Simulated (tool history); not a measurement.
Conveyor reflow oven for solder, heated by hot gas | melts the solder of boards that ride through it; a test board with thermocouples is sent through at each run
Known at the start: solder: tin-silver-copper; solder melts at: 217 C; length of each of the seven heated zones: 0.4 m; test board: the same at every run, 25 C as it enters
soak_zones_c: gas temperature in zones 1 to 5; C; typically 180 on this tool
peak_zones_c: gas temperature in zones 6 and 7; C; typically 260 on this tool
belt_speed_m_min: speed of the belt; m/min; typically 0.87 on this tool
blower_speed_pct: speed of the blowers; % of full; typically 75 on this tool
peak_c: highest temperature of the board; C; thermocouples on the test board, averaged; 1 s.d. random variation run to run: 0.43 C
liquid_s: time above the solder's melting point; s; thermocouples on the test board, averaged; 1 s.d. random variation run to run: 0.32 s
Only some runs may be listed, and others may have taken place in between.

run 1 hour=0 | soak_zones_c=180 peak_zones_c=260 belt_speed_m_min=0.87 blower_speed_pct=75 | peak_c=249 liquid_s=42.3
run 2 hour=11.7 | soak_zones_c=180 peak_zones_c=257 belt_speed_m_min=0.87 blower_speed_pct=75 | peak_c=245.6 liquid_s=40.9
run 3 hour=23.9 | soak_zones_c=180 peak_zones_c=257 belt_speed_m_min=0.977 blower_speed_pct=75 | peak_c=242.3 liquid_s=34.2
run 4 hour=31.5 | soak_zones_c=180 peak_zones_c=257 belt_speed_m_min=0.977 blower_speed_pct=75 | peak_c=243.3 liquid_s=33.8
run 5 hour=42.7 | soak_zones_c=180 peak_zones_c=262 belt_speed_m_min=0.87 blower_speed_pct=75 | peak_c=250.7 liquid_s=42.9
run 6 hour=54.6 | soak_zones_c=180 peak_zones_c=268 belt_speed_m_min=0.87 blower_speed_pct=75 | peak_c=255.4 liquid_s=45.8
run 7 hour=61.5 | soak_zones_c=180 peak_zones_c=268 belt_speed_m_min=0.87 blower_speed_pct=75 | peak_c=255.3 liquid_s=45.5
run 8 hour=74.2 | soak_zones_c=180 peak_zones_c=268 belt_speed_m_min=0.87 blower_speed_pct=75 | peak_c=256 liquid_s=45.4
run 9 hour=81.1 | soak_zones_c=180 peak_zones_c=268 belt_speed_m_min=0.87 blower_speed_pct=75 | peak_c=256.4 liquid_s=45
run 10 hour=88.2 | soak_zones_c=180 peak_zones_c=260 belt_speed_m_min=0.87 blower_speed_pct=88 | peak_c=250.4 liquid_s=43.5
run 11 hour=98.9 | soak_zones_c=180 peak_zones_c=260 belt_speed_m_min=0.87 blower_speed_pct=51 | peak_c=242.4 liquid_s=35.7
run 12 hour=113.9 | soak_zones_c=180 peak_zones_c=260 belt_speed_m_min=0.87 blower_speed_pct=75 | peak_c=248.9 liquid_s=41.3
run 13 hour=123.1 | soak_zones_c=180 peak_zones_c=260 belt_speed_m_min=0.87 blower_speed_pct=75 | peak_c=248.1 liquid_s=41.9
run 14 hour=132.4 | soak_zones_c=180 peak_zones_c=260 belt_speed_m_min=0.87 blower_speed_pct=75 | peak_c=248.1 liquid_s=41.4
run 15 hour=146.3 | soak_zones_c=183 peak_zones_c=260 belt_speed_m_min=0.87 blower_speed_pct=75 | peak_c=248.5 liquid_s=42.9
run 16 hour=160.9 | soak_zones_c=183 peak_zones_c=260 belt_speed_m_min=0.87 blower_speed_pct=75 | peak_c=248.8 liquid_s=43
run 17 hour=170.7 | soak_zones_c=179 peak_zones_c=260 belt_speed_m_min=0.87 blower_speed_pct=72 | peak_c=247.6 liquid_s=40.2
run 18 hour=182.4 | soak_zones_c=179 peak_zones_c=260 belt_speed_m_min=0.803 blower_speed_pct=72 | peak_c=248.4 liquid_s=46.2
run 19 hour=196.9 | soak_zones_c=185 peak_zones_c=265 belt_speed_m_min=0.803 blower_speed_pct=52 | peak_c=249.5 liquid_s=46.2
run 20 hour=208.1 | soak_zones_c=185 peak_zones_c=265 belt_speed_m_min=0.852 blower_speed_pct=61 | peak_c=250.6 liquid_s=44.9
run 21 hour=221.2 | soak_zones_c=191 peak_zones_c=271 belt_speed_m_min=0.852 blower_speed_pct=61 | peak_c=256.7 liquid_s=50.4
run 22 hour=227.6 | soak_zones_c=194 peak_zones_c=260 belt_speed_m_min=0.87 blower_speed_pct=75 | peak_c=250 liquid_s=46.9
run 23 hour=234.2 | soak_zones_c=180 peak_zones_c=271 belt_speed_m_min=0.711 blower_speed_pct=75 | peak_c=261.8 liquid_s=59.6
run 24 hour=246.9 | soak_zones_c=180 peak_zones_c=271 belt_speed_m_min=0.711 blower_speed_pct=75 | peak_c=262.2 liquid_s=59.9
run 25 hour=259.5 | soak_zones_c=175 peak_zones_c=260 belt_speed_m_min=0.711 blower_speed_pct=56 | peak_c=248.2 liquid_s=49.6
run 26 hour=270.3 | soak_zones_c=175 peak_zones_c=260 belt_speed_m_min=0.711 blower_speed_pct=56 | peak_c=247.5 liquid_s=49.4
run 27 hour=283 | soak_zones_c=193 peak_zones_c=273 belt_speed_m_min=0.736 blower_speed_pct=81 | peak_c=265.5 liquid_s=62.6
run 28 hour=293.6 | soak_zones_c=167 peak_zones_c=266 belt_speed_m_min=0.87 blower_speed_pct=66 | peak_c=248.7 liquid_s=38
run 29 hour=305.4 | soak_zones_c=180 peak_zones_c=260 belt_speed_m_min=0.938 blower_speed_pct=50 | peak_c=237.8 liquid_s=29.8
run 30 hour=314.2 | soak_zones_c=180 peak_zones_c=260 belt_speed_m_min=0.938 blower_speed_pct=50 | peak_c=237.6 liquid_s=29.2
run 31 hour=321.6 | soak_zones_c=180 peak_zones_c=260 belt_speed_m_min=0.938 blower_speed_pct=50 | peak_c=238.5 liquid_s=29.9

Measured less the same run without the tool's hidden state. The same run-to-run variation is in both; the gauge's scatter may not be:
Hidden conditions of the tool in this case: heat that the gas passes to the board, % of a clean oven's; belt's true speed, % of the reading; true gas temperature in zones 6 and 7 over the reading, C; drift of the gauge itself on peak_c, C; drift of the gauge itself on liquid_s, %.
run=1 peak_c=-0.6 liquid_s=-0.3
run=2 peak_c=-0.7 liquid_s=-0.3
run=3 peak_c=-0.7 liquid_s=-0.4
run=4 peak_c=-0.8 liquid_s=-0.5
run=5 peak_c=-0.8 liquid_s=-0.3
run=6 peak_c=-0.9 liquid_s=-0.3
run=7 peak_c=-0.9 liquid_s=-0.3
run=8 peak_c=-1 liquid_s=-0.3
run=9 peak_c=-1 liquid_s=-0.4
run=10 peak_c=-1 liquid_s=-0.5
run=11 peak_c=-0.9 liquid_s=-0.7
run=12 peak_c=-1.1 liquid_s=-0.6
run=13 peak_c=-1.1 liquid_s=-0.6
run=14 peak_c=-1.1 liquid_s=-0.6
run=15 peak_c=-1.2 liquid_s=-0.6
run=16 peak_c=-1.2 liquid_s=-0.6
run=17 peak_c=-1.3 liquid_s=-0.7
run=18 peak_c=-1.3 liquid_s=-0.7
run=19 peak_c=-1.2 liquid_s=-0.6
run=20 peak_c=-1.3 liquid_s=-0.6
run=21 peak_c=-1.4 liquid_s=-0.4
run=22 peak_c=-1.4 liquid_s=-0.6
run=23 peak_c=-1.4 liquid_s=-0.3
run=24 peak_c=-1.5 liquid_s=-0.3
run=25 peak_c=-1.3 liquid_s=-0.8
run=26 peak_c=-1.4 liquid_s=-0.9
run=27 peak_c=-1.5 liquid_s=-0.1
run=28 peak_c=-1.8 liquid_s=-1.1
run=29 peak_c=-1.6 liquid_s=-1.3
run=30 peak_c=-1.6 liquid_s=-1.3
run=31 peak_c=-1.6 liquid_s=-1.3
